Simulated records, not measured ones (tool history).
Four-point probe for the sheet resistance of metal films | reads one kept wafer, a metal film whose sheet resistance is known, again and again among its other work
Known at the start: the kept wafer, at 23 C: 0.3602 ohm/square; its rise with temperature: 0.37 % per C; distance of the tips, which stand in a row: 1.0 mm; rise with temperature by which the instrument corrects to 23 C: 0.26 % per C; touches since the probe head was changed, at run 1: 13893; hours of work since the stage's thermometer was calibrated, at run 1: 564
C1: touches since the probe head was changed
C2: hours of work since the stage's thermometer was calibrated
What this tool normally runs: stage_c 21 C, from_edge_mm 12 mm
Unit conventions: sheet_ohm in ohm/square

Run 1, day 0.000: usual settings; C1 13893; C2 564. Result: sheet_ohm 0.360170 ohm/square.
Run 2, day 0.675: usual settings; C1 14483; C2 575. Result: sheet_ohm 0.360198 ohm/square.
Run 3, day 1.446: usual settings; C1 15158; C2 587. Result: sheet_ohm 0.360281 ohm/square.
Run 4, day 2.221: usual settings but from_edge_mm 6 mm; C1 15835; C2 599. Result: sheet_ohm 0.364084 ohm/square.
Run 5, day 2.929: usual settings but from_edge_mm 6 mm; C1 16457; C2 611. Result: sheet_ohm 0.364194 ohm/square.
Run 6, day 3.792: usual settings; C1 17209; C2 625. Result: sheet_ohm 0.360280 ohm/square.
Run 7, day 4.742: usual settings; C1 18040; C2 640. Result: sheet_ohm 0.360350 ohm/square.
Run 8, day 5.254: usual settings; C1 18491; C2 648. Result: sheet_ohm 0.360358 ohm/square.
Run 9, day 5.821: usual settings; C1 18985; C2 657. Result: sheet_ohm 0.360404 ohm/square.
Run 10, day 6.738: usual settings; C1 19787; C2 672. Result: sheet_ohm 0.360511 ohm/square.
Run 11, day 7.446: usual settings but stage_c 27 C; C1 20408; C2 684. Result: sheet_ohm 0.363013 ohm/square.
Run 12, day 8.396: usual settings but stage_c 27 C; C1 21239; C2 699. Result: sheet_ohm 0.362936 ohm/square.
Run 13, day 8.921: usual settings but stage_c 27 C; C1 21698; C2 707. Result: sheet_ohm 0.363033 ohm/square.
Run 14, day 9.742: usual settings but from_edge_mm 43 mm; C1 22417; C2 721. Result: sheet_ohm 0.359196 ohm/square.
Run 15, day 10.708: usual settings but stage_c 34 C, from_edge_mm 60 mm; C1 23262; C2 736. Result: sheet_ohm 0.364557 ohm/square.
Run 16, day 11.442: usual settings but stage_c 22 C, from_edge_mm 16 mm; C1 23905; C2 748. Result: sheet_ohm 0.360439 ohm/square.
Run 17, day 12.008: usual settings but stage_c 30 C, from_edge_mm 52 mm; C1 24401; C2 757. Result: sheet_ohm 0.363040 ohm/square.
Run 18, day 12.754: usual settings but stage_c 32 C, from_edge_mm 56 mm; C1 25052; C2 769. Result: sheet_ohm 0.363861 ohm/square.

Forecast run 19:
Run 19, day 13.212: usual settings but stage_c 23 C, from_edge_mm 5 mm; C1 25455; C2 777. Result: sheet_ohm ?.

{"run 19": {"sheet_ohm": 0.367792}}
The same run, on a tool lacking any hidden state, would have yielded sheet_ohm 0.367864 ohm/square.
